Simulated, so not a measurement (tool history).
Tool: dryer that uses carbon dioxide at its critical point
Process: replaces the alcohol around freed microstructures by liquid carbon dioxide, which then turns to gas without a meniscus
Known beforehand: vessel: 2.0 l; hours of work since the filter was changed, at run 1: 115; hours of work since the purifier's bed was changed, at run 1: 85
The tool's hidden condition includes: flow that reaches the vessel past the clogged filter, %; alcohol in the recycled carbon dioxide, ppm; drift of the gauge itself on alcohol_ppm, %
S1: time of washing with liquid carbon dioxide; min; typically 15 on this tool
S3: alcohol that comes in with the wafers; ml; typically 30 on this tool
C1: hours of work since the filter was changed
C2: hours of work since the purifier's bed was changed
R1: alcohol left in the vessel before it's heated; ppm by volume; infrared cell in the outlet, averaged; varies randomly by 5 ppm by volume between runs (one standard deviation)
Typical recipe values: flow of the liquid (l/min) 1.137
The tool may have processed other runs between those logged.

Run 1, hour 0: usual settings; C1 115; C2 85. Result: R1 49 ppm by volume.
Run 2, hour 30: usual settings; C1 132; C2 102. Result: R1 59 ppm by volume.
Run 3, hour 58.3: usual settings but flow of the liquid (l/min) 1.19; C1 148; C2 118. Result: R1 70 ppm by volume.
Run 4, hour 91.6: usual settings but flow of the liquid (l/min) 1.19; C1 167; C2 138. Result: R1 84 ppm by volume.
At hour 143: inlet filter changed.
Run 5, hour 143: usual settings but flow of the liquid (l/min) 1.19; C1 0; C2 166. Result: R1 72 ppm by volume.
Run 6, hour 185: usual settings but flow of the liquid (l/min) 0.91; C1 24; C2 190. Result: R1 139 ppm by volume.
Run 7, hour 208.5: usual settings but flow of the liquid (l/min) 0.91; C1 37; C2 204. Result: R1 142 ppm by volume.
Run 8, hour 243.8: usual settings but flow of the liquid (l/min) 0.91; C1 58; C2 224. Result: R1 157 ppm by volume.
Run 9, hour 292.7: usual settings; C1 86; C2 252. Result: R1 127 ppm by volume.
Run 10, hour 316.3: usual settings but S1 11 min; C1 99; C2 265. Result: R1 208 ppm by volume.
Run 11, hour 351: usual settings but S1 11 min; C1 119; C2 285. Result: R1 236 ppm by volume.
Run 12, hour 400.4: usual settings but S1 20 min, flow of the liquid (l/min) 0.82; C1 147; C2 313. Result: R1 169 ppm by volume.
Run 13, hour 427: usual settings but S1 20 min, flow of the liquid (l/min) 0.82; C1 162; C2 329. Result: R1 178 ppm by volume.
Run 14, hour 468.3: usual settings but S1 20 min, flow of the liquid (l/min) 0.82; C1 186; C2 352. Result: R1 190 ppm by volume.
At hour 488.3: inlet filter changed.
Run 15, hour 505.4: usual settings but S1 20 min, flow of the liquid (l/min) 0.82, S3 34 ml; C1 10; C2 373. Result: R1 175 ppm by volume.
Run 16, hour 529.7: usual settings but S1 16 min, flow of the liquid (l/min) 1.72, S3 50 ml; C1 24; C2 387. Result: R1 167 ppm by volume.
Run 17, hour 566: usual settings but S1 20 min, flow of the liquid (l/min) 0.88, S3 52 ml; C1 44; C2 408. Result: R1 196 ppm by volume.
Run 18, hour 591.4: usual settings but S1 13 min, flow of the liquid (l/min) 0.88, S3 52 ml; C1 59; C2 422. Result: R1 423 ppm by volume.
Run 19, hour 615.5: usual settings but flow of the liquid (l/min) 1.24, S3 73 ml; C1 73; C2 436. Result: R1 197 ppm by volume.
Run 20, hour 651.6: usual settings but S1 11 min, flow of the liquid (l/min) 1.24, S3 82 ml; C1 93; C2 457. Result: R1 354 ppm by volume.
Run 21, hour 695.7: usual settings but S1 11 min, flow of the liquid (l/min) 1.24, S3 82 ml; C1 119; C2 482. Result: R1 391 ppm by volume.

Consider 3 possible next runs. They are alternatives, not a sequence: every one starts from the tool as it was left by run 21. What does each give?
Run A, hour 743.9: usual settings but S1 21 min, flow of the liquid (l/min) 0.83, S3 78 ml; C1 146; C2 509. Result: R1 ?.
Run B, hour 743.9: usual settings but S1 10 min, flow of the liquid (l/min) 1.25, S3 53 ml; C1 146; C2 509. Result: R1 ?.
Run C, hour 743.9: usual settings but S1 14 min, flow of the liquid (l/min) 1.43, S3 26 ml; C1 146; C2 509. Result: R1 ?.

run   R1
  A  276
  B  425
  C  222
With the hidden condition removed and each run's random variation left untouched, the same runs would have given:
run   R1
  A   25
  B  121
  C   12
